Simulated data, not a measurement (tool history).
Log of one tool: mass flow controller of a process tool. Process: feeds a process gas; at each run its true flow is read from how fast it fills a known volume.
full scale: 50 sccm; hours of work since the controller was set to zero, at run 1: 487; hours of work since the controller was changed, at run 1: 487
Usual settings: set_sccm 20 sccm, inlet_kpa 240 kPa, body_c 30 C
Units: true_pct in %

| run | hour | set_sccm | inlet_kpa | body_c | hours of work since the controller was set to zero | hours of work since the controller was changed | true_pct |
|---|---|---|---|---|---|---|---|
| 1 | 0 | 20 | 240 | 30 | 487 | 487 | 99.01 |
| 2 | 107.6 | 20 | 240 | 30 | 520 | 520 | 99.16 |
| 3 | 203.9 | 20 | 240 | 30 | 549 | 549 | 99.52 |
| 4 | 297.7 | 20 | 240 | 30 | 577 | 577 | 99.65 |
| 5 | 435.6 | 20 | 240 | 30 | 618 | 618 | 99.87 |
| 6 | 554.7 | 20 | 240 | 30 | 654 | 654 | 100 |
| 7 | 681.2 | 20 | 240 | 28 | 692 | 692 | 100.47 |
| 8 | 803.2 | 12 | 240 | 30 | 729 | 729 | 100.38 |
| 9 | 980.2 | 12 | 240 | 30 | 782 | 782 | 100.62 |
| 10 | 1148.2 | 12 | 240 | 30 | 833 | 833 | 101.09 |
| 11 | 1241.9 | 20 | 230 | 30 | 861 | 861 | 101.32 |
| 12 | 1343.9 | 20 | 230 | 30 | 892 | 892 | 101.44 |
| 13 | 1476.4 | 20 | 240 | 22 | 932 | 932 | 102.67 |
|  | 1539.2 | gauge calibrated |
| 14 | 1637.3 | 20 | 240 | 22 | 980 | 980 | 100.11 |
| 15 | 1732 | 20 | 240 | 21 | 1009 | 1009 | 100.41 |
| 16 | 1902.7 | 20 | 240 | 21 | 1060 | 1060 | 100.76 |
| 17 | 2050.2 | 20 | 240 | 21 | 1105 | 1105 | 100.97 |
| 18 | 2133.9 | 20 | 240 | 21 | 1130 | 1130 | 101.22 |
| 19 | 2248.2 | 13 | 240 | 30 | 1164 | 1164 | 100.15 |
| 20 | 2368 | 20 | 240 | 30 | 1200 | 1200 | 100.61 |
| 21 | 2484.3 | 20 | 240 | 30 | 1235 | 1235 | 100.82 |
| 22 | 2574.1 | 20 | 240 | 30 | 1263 | 1263 | 100.86 |
| 23 | 2756.2 | 20 | 240 | 30 | 1317 | 1317 | 101.2 |
| 24 | 2928.6 | 20 | 240 | 30 | 1369 | 1369 | 101.54 |
| 25 | 3104.4 | 20 | 240 | 30 | 1422 | 1422 | 101.89 |
| 26 | 3232.3 | 25 | 240 | 30 | 1461 | 1461 | 102.2 |
| 27 | 3376.8 | 5 | 182 | 40 | 1504 | 1504 | 100.52 |
| 28 | 3531.3 | 48 | 213 | 36 | 1551 | 1551 | 102.51 |
|  | 3555.9 | gauge calibrated |
| 29 | 3682.2 | 48 | 213 | 36 | 1596 | 1596 | 99.04 |
| 30 | 3773.4 | 13 | 168 | 27 | 1624 | 1624 | 99.35 |
| 31 | 3916.6 | 35 | 254 | 26 | 1667 | 1667 | 100.6 |
| 32 | 4008 | 35 | 254 | 26 | 1694 | 1694 | 100.75 |
| 33 | 4093.3 | 35 | 254 | 26 | 1720 | 1720 | 100.85 |
| 34 | 4257.8 | 15 | 214 | 34 | 1770 | 1770 | 99.58 |
| 35 | 4405.1 | 15 | 214 | 34 | 1814 | 1814 | 99.9 |
| 36 | 4550 | 10 | 240 | 30 | 1858 | 1858 | 100.68 |
| 37 | 4693.4 | 10 | 240 | 30 | 1901 | 1901 | 100.95 |
| 38 | 4873.1 | 11 | 150 | 21 | 1955 | 1955 | 101.92 |
| 39 | 4999.1 | 11 | 150 | 21 | 1993 | 1993 | 102.02 |
| 40 | 5106.6 | 20 | 185 | 30 | 2025 | 2025 | 101.57 |
| 41 | 5215.2 | 13 | 240 | 33 | 2058 | 2058 | 101.47 |
| 42 | 5331.7 | 13 | 240 | 33 | 2093 | 2093 | 101.7 |
| 43 | 5488.3 | 13 | 240 | 33 | 2140 | 2140 | 102.09 |
| 44 | 5578 | 48 | 155 | 30 | 2167 | 2167 | 102.77 |
| 45 | 5756.9 | 48 | 155 | 30 | 2221 | 2221 | 103.11 |
| 46 | 5862.3 | 23 | 270 | 24 | 2253 | 2253 | 104.15 |
| 47 | 6010.9 | 20 | 240 | 34 | 2298 | 2298 | 103 |
| 48 | 6189.3 | 20 | 240 | 34 | 2351 | 2351 | 103.33 |
| 49 | 6266.5 | 20 | 240 | 34 | 2375 | 2375 | 103.48 |

3 ways to go on from here, each from the tool as it stands after run 49. What would each give?
|  | 6334.9 | gauge calibrated |
| A | 6449.1 | 9 | 240 | 27 | 2430 | 2430 | ? |
|  | 6334.9 | gauge calibrated |
| B | 6449.1 | 46 | 230 | 23 | 2430 | 2430 | ? |
|  | 6334.9 | gauge calibrated |
| C | 6449.1 | 20 | 277 | 34 | 2430 | 2430 | ? |

| run | true_pct |
|---|---|
| A | 99.58 |
| B | 100.48 |
| C | 98.9 |
Without the tool's hidden state the same runs would have given:
| run | true_pct |
|---|---|
| A | 99.36 |
| B | 100.27 |
| C | 98.69 |

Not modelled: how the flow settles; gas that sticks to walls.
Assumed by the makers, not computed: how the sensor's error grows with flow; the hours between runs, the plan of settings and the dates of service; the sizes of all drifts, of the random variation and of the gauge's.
